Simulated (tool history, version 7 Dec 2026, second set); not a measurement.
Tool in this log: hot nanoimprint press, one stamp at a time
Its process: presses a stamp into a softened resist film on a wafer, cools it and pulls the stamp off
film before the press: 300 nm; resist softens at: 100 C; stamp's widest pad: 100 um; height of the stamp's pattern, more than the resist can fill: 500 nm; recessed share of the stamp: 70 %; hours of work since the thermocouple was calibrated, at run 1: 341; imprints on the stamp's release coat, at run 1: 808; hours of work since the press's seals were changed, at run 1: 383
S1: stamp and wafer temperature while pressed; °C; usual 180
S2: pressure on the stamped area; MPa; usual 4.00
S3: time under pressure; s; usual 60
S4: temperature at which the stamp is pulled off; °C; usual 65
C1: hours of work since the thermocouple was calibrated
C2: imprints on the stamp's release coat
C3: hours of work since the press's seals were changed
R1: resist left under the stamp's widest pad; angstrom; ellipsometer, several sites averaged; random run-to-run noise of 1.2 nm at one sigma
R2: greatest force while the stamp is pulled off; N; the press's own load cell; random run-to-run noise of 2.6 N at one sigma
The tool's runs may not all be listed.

| run | hour | S1 | S2 | S3 | S4 | C1 | C2 | C3 | R1 | R2 |
|---|---|---|---|---|---|---|---|---|---|---|
| 1 | 0.0 | 180 | 4.00 | 60 | 65 | 341 | 808 | 383 | 1705 | 138 |
| 2 | 38.1 | 185 | 4.00 | 60 | 65 | 368 | 1020 | 410 | 1444 | 143 |
| 3 | 56.9 | 185 | 4.00 | 60 | 65 | 382 | 1125 | 424 | 1425 | 136 |
| 4 | 83.0 | 180 | 4.00 | 60 | 65 | 401 | 1270 | 442 | 1684 | 142 |
| 5 | 104.7 | 180 | 4.00 | 60 | 65 | 416 | 1391 | 458 | 1666 | 146 |
|  | 127.0 | stamp cleaned and given a new release coat |
| 6 | 139.5 | 180 | 4.00 | 60 | 65 | 437 | 69 | 479 | 1667 | 115 |
| 7 | 175.7 | 180 | 4.22 | 60 | 65 | 463 | 271 | 505 | 1646 | 120 |
| 8 | 196.9 | 180 | 4.22 | 60 | 65 | 478 | 389 | 520 | 1624 | 119 |
|  | 204.8 | plate thermocouple calibrated |
| 9 | 222.6 | 180 | 4.22 | 60 | 65 | 13 | 516 | 536 | 1742 | 123 |
| 10 | 246.0 | 180 | 4.22 | 60 | 65 | 30 | 646 | 553 | 1747 | 132 |
| 11 | 282.6 | 180 | 4.22 | 60 | 65 | 56 | 850 | 579 | 1729 | 140 |
| 12 | 307.7 | 180 | 4.00 | 60 | 65 | 74 | 990 | 597 | 1751 | 142 |
| 13 | 335.6 | 180 | 4.00 | 32 | 65 | 94 | 1146 | 617 | 2120 | 149 |
| 14 | 363.3 | 180 | 4.00 | 32 | 65 | 114 | 1300 | 637 | 2109 | 150 |
| 15 | 388.5 | 180 | 4.00 | 32 | 65 | 132 | 1440 | 655 | 2082 | 150 |
|  | 400.1 | stamp cleaned and given a new release coat |
| 16 | 422.0 | 180 | 4.00 | 32 | 65 | 151 | 122 | 675 | 2080 | 124 |
| 17 | 459.4 | 181 | 5.54 | 60 | 71 | 178 | 330 | 701 | 1498 | 104 |
| 18 | 490.7 | 181 | 5.99 | 52 | 71 | 201 | 504 | 724 | 1533 | 108 |
| 19 | 516.3 | 181 | 5.99 | 52 | 71 | 219 | 647 | 742 | 1523 | 112 |
| 20 | 543.5 | 180 | 4.00 | 60 | 52 | 238 | 799 | 762 | 1728 | 183 |
| 21 | 563.3 | 180 | 4.00 | 64 | 60 | 252 | 908 | 776 | 1694 | 157 |
| 22 | 592.2 | 180 | 6.20 | 60 | 67 | 273 | 1069 | 796 | 1464 | 134 |
| 23 | 626.3 | 184 | 5.93 | 41 | 67 | 298 | 1260 | 821 | 1502 | 133 |
| 24 | 651.5 | 189 | 4.00 | 60 | 56 | 316 | 1400 | 839 | 1275 | 184 |
|  | 671.0 | stamp cleaned and given a new release coat |
| 25 | 686.8 | 189 | 3.89 | 60 | 58 | 337 | 87 | 860 | 1277 | 135 |
| 26 | 718.1 | 189 | 3.89 | 64 | 57 | 359 | 262 | 882 | 1267 | 145 |
| 27 | 754.0 | 189 | 3.89 | 64 | 57 | 385 | 462 | 908 | 1252 | 143 |
| 28 | 785.3 | 181 | 5.30 | 64 | 72 | 407 | 636 | 931 | 1442 | 105 |
|  | 807.4 | press's hydraulic seals changed and the load cell set to zero |
| 29 | 827.9 | 181 | 2.69 | 67 | 68 | 432 | 829 | 15 | 1777 | 120 |
| 30 | 843.8 | 182 | 6.14 | 75 | 65 | 443 | 917 | 26 | 1194 | 133 |

Consider 4 possible next runs. They are alternatives, not a sequence: every one starts from the tool as it was left by run 30. What does each give?
| A | 862.1 | 183 | 4.00 | 60 | 51 | 457 | 1020 | 39 | ? | ? |
| B | 862.1 | 180 | 4.00 | 112 | 65 | 457 | 1020 | 39 | ? | ? |
| C | 862.1 | 173 | 4.05 | 73 | 65 | 457 | 1020 | 39 | ? | ? |
| D | 862.1 | 169 | 2.54 | 53 | 65 | 457 | 1020 | 39 | ? | ? |

| run | R1 | R2 |
|---|---|---|
| A | 1521 | 187 |
| B | 1326 | 137 |
| C | 1913 | 129 |
| D | 2518 | 135 |
With no hidden state in the tool, these same runs would have given:
| run | R1 | R2 |
|---|---|---|
| A | 1626 | 159 |
| B | 1430 | 118 |
| C | 2032 | 111 |
| D | 2600 | 117 |

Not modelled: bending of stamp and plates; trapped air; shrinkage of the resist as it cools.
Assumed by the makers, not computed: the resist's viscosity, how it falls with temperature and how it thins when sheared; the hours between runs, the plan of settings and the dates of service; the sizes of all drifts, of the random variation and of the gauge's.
